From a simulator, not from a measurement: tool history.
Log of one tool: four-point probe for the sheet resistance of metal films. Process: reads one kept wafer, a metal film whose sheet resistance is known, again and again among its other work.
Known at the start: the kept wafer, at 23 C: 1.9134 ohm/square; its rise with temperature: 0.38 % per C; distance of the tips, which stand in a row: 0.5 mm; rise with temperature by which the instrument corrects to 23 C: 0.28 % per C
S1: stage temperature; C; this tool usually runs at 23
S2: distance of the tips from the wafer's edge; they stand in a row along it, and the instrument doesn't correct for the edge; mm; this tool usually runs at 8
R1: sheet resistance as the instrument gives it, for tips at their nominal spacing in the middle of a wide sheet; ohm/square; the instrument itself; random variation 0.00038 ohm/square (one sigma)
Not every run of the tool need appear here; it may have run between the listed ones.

run,hour,S1,S2,R1
1,0,23,8,1.926129
2,9.9,23,8,1.926085
3,32.1,23,8,1.926063
4,48.4,23,8,1.926265
5,64.1,23,6,1.929931
6,75.5,23,6,1.929591
7,87.1,23,6,1.929471
8,102.2,23,6,1.928887
9,124.9,22,8,1.924641
10,139.1,22,54,1.920775
11,158.6,28,8,1.935555
12,181.9,28,8,1.936304
13,204,28,8,1.937369
14,215.1,23,8,1.926925
15,233.9,23,8,1.926587
16,252.5,23,8,1.927012
17,267.1,18,10,1.915839
18,285,33,49,1.942214
19,299.3,21,10,1.922241
20,310.9,21,10,1.921511
21,332.5,21,10,1.922025
22,344.6,20,17,1.918768
23,354.4,20,17,1.918963
24,375.6,20,17,1.918405
25,398.1,20,17,1.917949
26,421,20,17,1.919019
27,441.2,20,17,1.919302
28,454.3,20,29,1.918132
29,474.4,30,44,1.936889
30,495.4,30,44,1.936591
# hour 499.4: new probe head fitted
31,507.7,25,19,1.917543
32,522.8,25,19,1.917411

Branching from run 32: 4 alternative next runs. What would each branch give?
A,534.6,23,4,?
B,534.6,21,8,?
C,534.6,22,15,?
D,534.6,34,37,?

run,R1
A,1.929209
B,1.914136
C,1.913317
D,1.934544
Stripped of hidden state, with their random variation kept, the same runs would have yielded:
run,R1
A,1.928911
B,1.913847
C,1.913024
D,1.934208

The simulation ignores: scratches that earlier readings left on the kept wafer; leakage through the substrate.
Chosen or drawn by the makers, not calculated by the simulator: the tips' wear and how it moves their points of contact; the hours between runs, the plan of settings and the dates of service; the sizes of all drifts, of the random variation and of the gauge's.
